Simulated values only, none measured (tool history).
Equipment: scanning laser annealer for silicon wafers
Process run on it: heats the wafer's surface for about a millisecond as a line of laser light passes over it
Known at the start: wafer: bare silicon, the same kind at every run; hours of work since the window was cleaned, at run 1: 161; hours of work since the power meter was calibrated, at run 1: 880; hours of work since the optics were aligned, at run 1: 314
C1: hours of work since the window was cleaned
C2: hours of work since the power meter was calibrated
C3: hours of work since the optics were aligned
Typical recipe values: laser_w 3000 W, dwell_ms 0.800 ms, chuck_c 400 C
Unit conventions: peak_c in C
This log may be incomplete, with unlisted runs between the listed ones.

run 1 day=0.000 | laser_w=3000 dwell_ms=0.800 chuck_c=400 | C1=161 C2=880 C3=314 | peak_c=1218
run 2 day=1.721 | laser_w=3040 dwell_ms=0.800 chuck_c=400 | C1=184 C2=903 C3=337 | peak_c=1226
run 3 day=2.979 | laser_w=3040 dwell_ms=0.800 chuck_c=400 | C1=201 C2=920 C3=354 | peak_c=1225
run 4 day=4.175 | laser_w=3040 dwell_ms=0.800 chuck_c=400 | C1=217 C2=936 C3=370 | peak_c=1224
run 5 day=5.192 | laser_w=3040 dwell_ms=0.800 chuck_c=400 | C1=230 C2=950 C3=384 | peak_c=1221
run 6 day=6.262 | laser_w=3000 dwell_ms=0.800 chuck_c=361 | C1=244 C2=964 C3=398 | peak_c=1172
run 7 day=7.575 | laser_w=3000 dwell_ms=0.800 chuck_c=361 | C1=262 C2=982 C3=416 | peak_c=1173
run 8 day=8.504 | laser_w=3000 dwell_ms=0.800 chuck_c=361 | C1=274 C2=994 C3=428 | peak_c=1169
run 9 day=9.929 | laser_w=3000 dwell_ms=0.800 chuck_c=361 | C1=293 C2=1013 C3=447 | peak_c=1169
run 10 day=11.275 | laser_w=3000 dwell_ms=0.800 chuck_c=400 | C1=311 C2=1031 C3=465 | peak_c=1204
run 11 day=12.462 | laser_w=3000 dwell_ms=0.800 chuck_c=400 | C1=327 C2=1047 C3=481 | peak_c=1207
run 12 day=14.042 | laser_w=3000 dwell_ms=0.624 chuck_c=400 | C1=348 C2=1068 C3=502 | peak_c=1097
run 13 day=15.567 | laser_w=2745 dwell_ms=0.800 chuck_c=400 | C1=369 C2=1088 C3=523 | peak_c=1138
run 14 day=16.671 | laser_w=2745 dwell_ms=0.800 chuck_c=400 | C1=384 C2=1103 C3=537 | peak_c=1135
-- day=17.675 window over the wafer cleaned
run 15 day=18.421 | laser_w=3000 dwell_ms=0.800 chuck_c=421 | C1=10 C2=1125 C3=560 | peak_c=1249
run 16 day=19.208 | laser_w=3000 dwell_ms=0.800 chuck_c=421 | C1=20 C2=1136 C3=570 | peak_c=1251
run 17 day=20.362 | laser_w=3000 dwell_ms=0.800 chuck_c=421 | C1=36 C2=1151 C3=586 | peak_c=1249
run 18 day=21.704 | laser_w=3000 dwell_ms=0.800 chuck_c=400 | C1=54 C2=1169 C3=604 | peak_c=1227
run 19 day=22.979 | laser_w=2635 dwell_ms=0.800 chuck_c=400 | C1=71 C2=1186 C3=621 | peak_c=1136
run 20 day=23.704 | laser_w=2635 dwell_ms=0.733 chuck_c=400 | C1=81 C2=1196 C3=630 | peak_c=1096
run 21 day=24.625 | laser_w=2635 dwell_ms=0.733 chuck_c=400 | C1=93 C2=1208 C3=643 | peak_c=1093
run 22 day=26.200 | laser_w=3000 dwell_ms=0.690 chuck_c=432 | C1=114 C2=1229 C3=664 | peak_c=1187
run 23 day=27.754 | laser_w=3000 dwell_ms=0.690 chuck_c=361 | C1=135 C2=1250 C3=684 | peak_c=1112
run 24 day=29.221 | laser_w=2622 dwell_ms=0.690 chuck_c=434 | C1=154 C2=1270 C3=704 | peak_c=1097
run 25 day=30.271 | laser_w=2855 dwell_ms=0.770 chuck_c=427 | C1=168 C2=1284 C3=718 | peak_c=1188
run 26 day=31.167 | laser_w=2759 dwell_ms=0.653 chuck_c=367 | C1=180 C2=1296 C3=730 | peak_c=1041
run 27 day=32.867 | laser_w=3191 dwell_ms=0.925 chuck_c=400 | C1=203 C2=1319 C3=753 | peak_c=1338
run 28 day=34.367 | laser_w=3191 dwell_ms=0.925 chuck_c=400 | C1=223 C2=1339 C3=773 | peak_c=1336
run 29 day=35.662 | laser_w=3191 dwell_ms=0.925 chuck_c=400 | C1=240 C2=1356 C3=790 | peak_c=1332
run 30 day=37.417 | laser_w=3111 dwell_ms=0.584 chuck_c=368 | C1=264 C2=1379 C3=814 | peak_c=1067
run 31 day=38.512 | laser_w=3111 dwell_ms=0.584 chuck_c=368 | C1=279 C2=1394 C3=828 | peak_c=1067
run 32 day=39.725 | laser_w=3111 dwell_ms=0.584 chuck_c=368 | C1=295 C2=1410 C3=844 | peak_c=1066
run 33 day=40.692 | laser_w=2760 dwell_ms=0.795 chuck_c=400 | C1=308 C2=1423 C3=857 | peak_c=1144
run 34 day=42.379 | laser_w=2760 dwell_ms=0.795 chuck_c=400 | C1=330 C2=1446 C3=880 | peak_c=1141
run 35 day=43.717 | laser_w=2760 dwell_ms=0.795 chuck_c=400 | C1=348 C2=1464 C3=898 | peak_c=1143
run 36 day=44.446 | laser_w=3000 dwell_ms=0.843 chuck_c=398 | C1=358 C2=1473 C3=908 | peak_c=1227
run 37 day=45.512 | laser_w=2871 dwell_ms=0.717 chuck_c=367 | C1=372 C2=1488 C3=922 | peak_c=1090
run 38 day=46.321 | laser_w=2871 dwell_ms=0.717 chuck_c=367 | C1=383 C2=1498 C3=933 | peak_c=1090
-- day=47.483 window over the wafer cleaned
run 39 day=47.983 | laser_w=2628 dwell_ms=0.789 chuck_c=374 | C1=7 C2=1520 C3=954 | peak_c=1101
run 40 day=48.804 | laser_w=3040 dwell_ms=0.708 chuck_c=433 | C1=18 C2=1530 C3=965 | peak_c=1213
run 41 day=50.067 | laser_w=3040 dwell_ms=0.708 chuck_c=433 | C1=35 C2=1547 C3=982 | peak_c=1213

How the hidden state differs across the entries between the runs, from the last listed run before each to the first after it:
After run 14, before run 15: window over the wafer cleaned (day 17.675)
  light that passes the window, % of a clean one's: 96.28 -> 99.81; laser's true power over the reading, %: 0.9 -> 0.92; width of the line over the set one, %: 1.13 -> 1.17
  measured value less the no-hidden-state value, peak_c: -23 -> +2 C
After run 38, before run 39: window over the wafer cleaned (day 47.483)
  light that passes the window, % of a clean one's: 96.35 -> 99.78; laser's true power over the reading, %: 1.2 -> 1.22; width of the line over the set one, %: 1.86 -> 1.9
  measured value less the no-hidden-state value, peak_c: -22 -> +2 C
